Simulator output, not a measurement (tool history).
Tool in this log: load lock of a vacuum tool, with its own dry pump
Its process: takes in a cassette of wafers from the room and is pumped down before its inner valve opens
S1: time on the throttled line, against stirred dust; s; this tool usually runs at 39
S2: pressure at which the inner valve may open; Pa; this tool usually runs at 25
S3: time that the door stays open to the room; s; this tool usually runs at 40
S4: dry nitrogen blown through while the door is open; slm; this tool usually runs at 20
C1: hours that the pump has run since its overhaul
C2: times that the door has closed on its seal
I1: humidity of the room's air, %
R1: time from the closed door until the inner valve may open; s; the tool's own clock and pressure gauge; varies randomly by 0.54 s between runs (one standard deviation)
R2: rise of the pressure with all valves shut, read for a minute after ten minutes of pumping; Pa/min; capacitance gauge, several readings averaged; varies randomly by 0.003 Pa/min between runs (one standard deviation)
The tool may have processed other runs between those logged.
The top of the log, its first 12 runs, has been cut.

run	hour	S1	S2	S3	S4	C1	C2	I1	R1	R2
13	1358.3	22	25	28	20	9939	3503	44.1	63.7	0.018
14	1447.8	22	25	28	20	10028	3666	48.3	63.4	0.022
15	1601.3	39	25	40	42	10182	3945	44.7	75.3	0.014
16	1677.7	39	25	40	42	10258	4084	45.9	75.9	0.013
17	1775.9	39	25	40	42	10356	4262	41.3	74.7	0.007
18	1842.4	39	25	40	20	10423	4383	45.5	76.8	0.020
19	1956.7	39	25	40	20	10537	4591	44.6	75.0	0.020
20	2056.4	26	34	40	20	10637	4772	45.5	63.6	0.017
21	2137.6	39	25	40	5	10718	4920	45.7	75.2	0.035
22	2222.1	39	25	40	5	10803	5073	46.7	76.4	0.036
23	2325.1	39	44	134	5	10906	5261	46.9	73.3	0.073
24	2394.1	47	25	35	20	10975	5386	43.9	81.0	0.015
25	2517.6	47	25	35	4	11098	5610	47.0	81.7	0.037
26	2599.7	50	32	30	22	11180	5760	45.1	81.7	0.017
27	2674.7	50	34	30	22	11255	5896	44.9	81.5	0.021
28	2773.0	29	25	113	20	11353	6075	46.6	68.8	0.037
29	2918.1	39	28	40	6	11499	6338	46.3	74.6	0.035
30	2983.7	31	21	40	35	11564	6457	41.4	70.7	0.009
31	3081.2	31	26	40	35	11662	6635	45.6	69.9	0.006
32	3162.4	63	25	40	9	11743	6782	44.6	91.9	0.028
# hour 3220.6: dry pump taken out, an overhauled one fitted
33	3308.4	63	25	40	15	88	7037	46.2	93.2	0.028
34	3402.7	66	45	101	11	182	7208	44.2	91.5	0.037
35	3502.5	39	25	40	7	282	7390	45.0	75.0	0.033
36	3592.0	39	25	104	7	371	7552	45.2	74.8	0.054

What if the next run were any one of these 4? Each begins from the tool's condition after run 36:
A	3693.3	47	25	173	11	473	7736	44.0	?	?
B	3693.3	39	21	40	5	473	7736	45.3	?	?
C	3693.3	30	23	137	20	473	7736	41.8	?	?
D	3693.3	39	25	96	9	473	7736	48.6	?	?

run	R1	R2
A	81.7	0.050
B	76.3	0.039
C	69.1	0.030
D	76.6	0.046
With no hidden state in the tool, these same runs would have given:
run	R1	R2
A	81.7	0.050
B	76.3	0.039
C	69.1	0.030
D	76.6	0.046

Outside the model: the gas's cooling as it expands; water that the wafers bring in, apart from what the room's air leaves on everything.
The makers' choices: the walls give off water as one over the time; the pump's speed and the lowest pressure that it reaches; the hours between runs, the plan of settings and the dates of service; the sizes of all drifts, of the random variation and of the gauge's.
